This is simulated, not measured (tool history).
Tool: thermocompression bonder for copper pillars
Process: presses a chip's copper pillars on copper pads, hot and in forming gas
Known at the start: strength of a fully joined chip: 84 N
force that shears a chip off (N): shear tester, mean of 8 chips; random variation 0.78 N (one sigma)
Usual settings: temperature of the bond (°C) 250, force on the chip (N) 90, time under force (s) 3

run     day  temperature of the bond (°C)  force on the chip (N)  time under force (s)  force that shears a chip off (N)
  1   0.000                           250                     90                     3                              53.0
      1.017  -- forming gas filter changed
  2   2.121                           276                     90                     3                              71.4
  3   3.825                           276                     56                     3                              51.4
  4   4.862                           250                     90                     8                              68.6
  5   6.167                           250                     90                     8                              68.3
  6   7.742                           250                     90                     3                              54.0
  7   9.008                           250                     90                     9                              69.4
  8  10.946                           250                     90                     3                              53.1
  9  12.342                           250                     90                     3                              53.6
 10  14.375                           250                     90                     3                              51.6
 11  16.412                           273                     90                     3                              62.6

Forecast run 12:
     16.854  -- forming gas filter changed
     18.308  -- heater calibrated with a thermocouple chip
 12  18.604                           273                     90                     3                                 ?

force that shears a chip off (N): 71.6
Without the tool's hidden state the same run would have given force that shears a chip off (N) 73.0.
